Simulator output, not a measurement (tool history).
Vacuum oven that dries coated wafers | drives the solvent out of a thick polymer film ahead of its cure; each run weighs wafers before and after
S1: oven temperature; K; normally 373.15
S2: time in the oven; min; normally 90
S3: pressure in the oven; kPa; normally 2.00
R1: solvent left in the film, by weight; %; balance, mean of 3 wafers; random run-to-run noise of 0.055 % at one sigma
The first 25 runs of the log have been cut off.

| run | day | S1 | S2 | S3 | R1 |
|---|---|---|---|---|---|
| 26 | 26.725 | 384.15 | 62 | 5.96 | 1.53 |
| 27 | 27.725 | 384.15 | 46 | 5.96 | 2.22 |
| 28 | 28.958 | 373.15 | 69 | 6.75 | 4.22 |
| 29 | 29.588 | 366.15 | 124 | 6.75 | 4.01 |
| 30 | 30.833 | 372.15 | 90 | 3.16 | 2.70 |
| 31 | 31.796 | 372.15 | 90 | 3.16 | 2.62 |
| 32 | 32.808 | 381.15 | 90 | 7.06 | 1.44 |
| 33 | 33.429 | 381.15 | 90 | 7.06 | 1.38 |
| 34 | 34.271 | 374.15 | 90 | 2.74 | 1.97 |
| 35 | 35.588 | 382.15 | 84 | 2.00 | 0.57 |
| 36 | 36.596 | 383.15 | 77 | 4.76 | 1.04 |
| 37 | 37.704 | 383.15 | 77 | 4.76 | 1.15 |
| 38 | 38.783 | 361.15 | 103 | 5.26 | 6.91 |
| 39 | 39.767 | 361.15 | 103 | 5.26 | 7.03 |
| 40 | 41.129 | 365.15 | 91 | 3.60 | 5.42 |
| 41 | 42.175 | 373.15 | 49 | 1.97 | 5.41 |
| 42 | 43.579 | 373.15 | 62 | 2.93 | 3.95 |
| 43 | 44.629 | 373.15 | 62 | 2.93 | 3.96 |
| 44 | 45.925 | 364.15 | 51 | 2.93 | 9.49 |
| 45 | 47.362 | 383.15 | 45 | 2.00 | 1.93 |
| 46 | 48.200 | 383.15 | 45 | 2.00 | 1.86 |

Predict each of these 3 candidate next runs independently; none follows another, all start after run 46:
| A | 49.054 | 383.15 | 124 | 2.00 | ? |
| B | 49.054 | 367.15 | 68 | 2.22 | ? |
| C | 49.054 | 386.15 | 80 | 2.40 | ? |

| run | R1 |
|---|---|
| A | 0.45 |
| B | 5.97 |
| C | 0.50 |
Had the tool no hidden state, the same runs would have come out as:
| run | R1 |
|---|---|
| A | 0.41 |
| B | 6.59 |
| C | 0.50 |
